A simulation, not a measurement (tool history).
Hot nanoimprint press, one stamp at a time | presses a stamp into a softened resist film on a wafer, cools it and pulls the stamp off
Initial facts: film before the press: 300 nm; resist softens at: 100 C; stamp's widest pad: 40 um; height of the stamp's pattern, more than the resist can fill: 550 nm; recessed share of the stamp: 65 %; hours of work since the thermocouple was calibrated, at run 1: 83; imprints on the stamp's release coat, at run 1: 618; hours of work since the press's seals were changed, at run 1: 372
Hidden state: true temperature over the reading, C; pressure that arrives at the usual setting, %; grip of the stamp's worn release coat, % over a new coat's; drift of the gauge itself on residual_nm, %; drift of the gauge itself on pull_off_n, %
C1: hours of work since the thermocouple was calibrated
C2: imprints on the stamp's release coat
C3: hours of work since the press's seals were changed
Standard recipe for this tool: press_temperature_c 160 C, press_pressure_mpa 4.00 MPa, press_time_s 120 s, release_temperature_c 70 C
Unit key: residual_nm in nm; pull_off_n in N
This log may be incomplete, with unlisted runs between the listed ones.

run 1 hour=0.0 | press_temperature_c=160 press_pressure_mpa=4.00 press_time_s=120 release_temperature_c=70 | C1=83 C2=618 C3=372 | residual_nm=129.0 pull_off_n=213
-- hour=34.3 stamp cleaned and given a new release coat
run 2 hour=64.7 | press_temperature_c=156 press_pressure_mpa=4.00 press_time_s=120 release_temperature_c=70 | C1=110 C2=57 C3=399 | residual_nm=145.9 pull_off_n=214
run 3 hour=131.4 | press_temperature_c=156 press_pressure_mpa=4.00 press_time_s=120 release_temperature_c=70 | C1=140 C2=182 C3=429 | residual_nm=147.1 pull_off_n=207
run 4 hour=181.2 | press_temperature_c=156 press_pressure_mpa=4.00 press_time_s=120 release_temperature_c=70 | C1=162 C2=276 C3=451 | residual_nm=145.9 pull_off_n=198
run 5 hour=228.5 | press_temperature_c=156 press_pressure_mpa=4.00 press_time_s=120 release_temperature_c=70 | C1=184 C2=365 C3=473 | residual_nm=147.6 pull_off_n=206
run 6 hour=284.8 | press_temperature_c=156 press_pressure_mpa=4.00 press_time_s=120 release_temperature_c=70 | C1=209 C2=470 C3=498 | residual_nm=147.0 pull_off_n=206
run 7 hour=337.0 | press_temperature_c=156 press_pressure_mpa=4.00 press_time_s=120 release_temperature_c=70 | C1=232 C2=569 C3=522 | residual_nm=148.4 pull_off_n=211
run 8 hour=367.7 | press_temperature_c=156 press_pressure_mpa=4.00 press_time_s=120 release_temperature_c=70 | C1=246 C2=626 C3=535 | residual_nm=147.3 pull_off_n=218
-- hour=394.8 stamp cleaned and given a new release coat
run 9 hour=442.3 | press_temperature_c=151 press_pressure_mpa=4.00 press_time_s=120 release_temperature_c=59 | C1=277 C2=89 C3=566 | residual_nm=175.3 pull_off_n=250
run 10 hour=473.2 | press_temperature_c=151 press_pressure_mpa=4.00 press_time_s=120 release_temperature_c=59 | C1=291 C2=147 C3=580 | residual_nm=172.7 pull_off_n=252
run 11 hour=525.9 | press_temperature_c=151 press_pressure_mpa=4.00 press_time_s=120 release_temperature_c=59 | C1=315 C2=246 C3=604 | residual_nm=175.4 pull_off_n=266
run 12 hour=554.4 | press_temperature_c=151 press_pressure_mpa=4.00 press_time_s=120 release_temperature_c=59 | C1=328 C2=300 C3=617 | residual_nm=175.9 pull_off_n=262
run 13 hour=614.9 | press_temperature_c=151 press_pressure_mpa=4.00 press_time_s=120 release_temperature_c=59 | C1=355 C2=414 C3=644 | residual_nm=176.0 pull_off_n=261
run 14 hour=684.9 | press_temperature_c=160 press_pressure_mpa=2.50 press_time_s=170 release_temperature_c=70 | C1=387 C2=545 C3=676 | residual_nm=147.7 pull_off_n=207
run 15 hour=741.5 | press_temperature_c=160 press_pressure_mpa=2.50 press_time_s=170 release_temperature_c=70 | C1=412 C2=652 C3=701 | residual_nm=146.2 pull_off_n=207
-- hour=755.6 stamp cleaned and given a new release coat
run 16 hour=778.2 | press_temperature_c=157 press_pressure_mpa=4.00 press_time_s=238 release_temperature_c=70 | C1=426 C2=42 C3=715 | residual_nm=113.3 pull_off_n=204

Here are 5 independent what-if runs from the current tool condition. What would each one return?
run A hour=811.9 | press_temperature_c=165 press_pressure_mpa=4.00 press_time_s=90 release_temperature_c=70 | C1=441 C2=106 C3=730 | residual_nm=? pull_off_n=?
run B hour=811.9 | press_temperature_c=160 press_pressure_mpa=4.00 press_time_s=191 release_temperature_c=70 | C1=441 C2=106 C3=730 | residual_nm=? pull_off_n=?
run C hour=811.9 | press_temperature_c=160 press_pressure_mpa=4.00 press_time_s=217 release_temperature_c=70 | C1=441 C2=106 C3=730 | residual_nm=? pull_off_n=?
run D hour=811.9 | press_temperature_c=157 press_pressure_mpa=4.27 press_time_s=75 release_temperature_c=70 | C1=441 C2=106 C3=730 | residual_nm=? pull_off_n=?
run E hour=811.9 | press_temperature_c=161 press_pressure_mpa=4.00 press_time_s=170 release_temperature_c=77 | C1=441 C2=106 C3=730 | residual_nm=? pull_off_n=?

run=A residual_nm=122.0 pull_off_n=204
run=B residual_nm=108.4 pull_off_n=218
run=C residual_nm=103.6 pull_off_n=207
run=D residual_nm=161.4 pull_off_n=209
run=E residual_nm=110.0 pull_off_n=184
The same runs, with their run-to-run variation unchanged, on a tool lacking any hidden condition would have given:
run=A residual_nm=121.8 pull_off_n=203
run=B residual_nm=108.2 pull_off_n=218
run=C residual_nm=103.4 pull_off_n=207
run=D residual_nm=161.1 pull_off_n=209
run=E residual_nm=109.8 pull_off_n=183

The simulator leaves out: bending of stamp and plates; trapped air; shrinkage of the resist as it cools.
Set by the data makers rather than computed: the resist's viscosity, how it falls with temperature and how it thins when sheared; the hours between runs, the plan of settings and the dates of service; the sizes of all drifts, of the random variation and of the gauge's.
